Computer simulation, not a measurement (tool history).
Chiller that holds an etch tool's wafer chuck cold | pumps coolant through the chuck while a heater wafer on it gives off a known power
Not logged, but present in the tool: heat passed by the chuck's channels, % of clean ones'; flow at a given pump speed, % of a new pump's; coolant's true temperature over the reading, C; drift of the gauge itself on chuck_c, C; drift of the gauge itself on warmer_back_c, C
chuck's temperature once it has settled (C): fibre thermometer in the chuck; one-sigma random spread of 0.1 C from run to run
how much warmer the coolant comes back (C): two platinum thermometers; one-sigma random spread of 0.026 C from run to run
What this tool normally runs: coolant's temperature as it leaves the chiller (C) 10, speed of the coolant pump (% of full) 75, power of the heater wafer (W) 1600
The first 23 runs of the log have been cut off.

run    hour  coolant's temperature as it leaves the chiller (C)  speed of the coolant pump (% of full)  power of the heater wafer (W)  hours since the coolant was changed and the channels were flushed  hours since the pump was overhauled  hours since the chiller's thermometer was calibrated  chuck's temperature once it has settled (C)  how much warmer the coolant comes back (C)
 24  1330.9                                                   6                                     81                           1308                                                                138                                  502                                                  1686                                         15.9                                        3.23
 25  1401.5                                                   6                                     81                           1308                                                                209                                  573                                                  1757                                         16.1                                        3.21
 26  1455.1                                                  10                                     88                           1600                                                                262                                  626                                                  1810                                         21.5                                        3.62
 27  1522.5                                                   6                                     82                           1457                                                                330                                  694                                                  1878                                         17.4                                        3.60
 28  1584.1                                                   6                                     77                           1457                                                                391                                  755                                                  1939                                         17.9                                        3.79
 29  1654.5                                                  10                                     97                            907                                                                462                                  826                                                  2010                                         16.4                                        1.84
 30  1706.6                                                  16                                     75                           1163                                                                514                                  878                                                  2062                                         25.9                                        3.11
 31  1758.2                                                  16                                     73                           1009                                                                565                                  930                                                  2113                                         24.7                                        2.83

Forecast each of these 4 alternatives for the next run:
  A  1823.7                                                  16                                     62                           1009                                                                631                                  995                                                  2179                                            ?                                           ?
  B  1823.7                                                   2                                     63                           2199                                                                631                                  995                                                  2179                                            ?                                           ?
  C  1823.7                                                  19                                     69                           1808                                                                631                                  995                                                  2179                                            ?                                           ?
  D  1823.7                                                   4                                     73                           1009                                                                631                                  995                                                  2179                                            ?                                           ?

run  chuck's temperature once it has settled (C)  how much warmer the coolant comes back (C)
  A                                         26.0                                        3.37
  B                                         22.9                                        7.12
  C                                         35.2                                        5.35
  D                                         12.7                                        2.80
The same runs, with their run-to-run variation unchanged, on a tool lacking any hidden condition would have given:
run  chuck's temperature once it has settled (C)  how much warmer the coolant comes back (C)
  A                                         25.2                                        3.33
  B                                         21.9                                        7.04
  C                                         34.3                                        5.28
  D                                         12.0                                        2.76
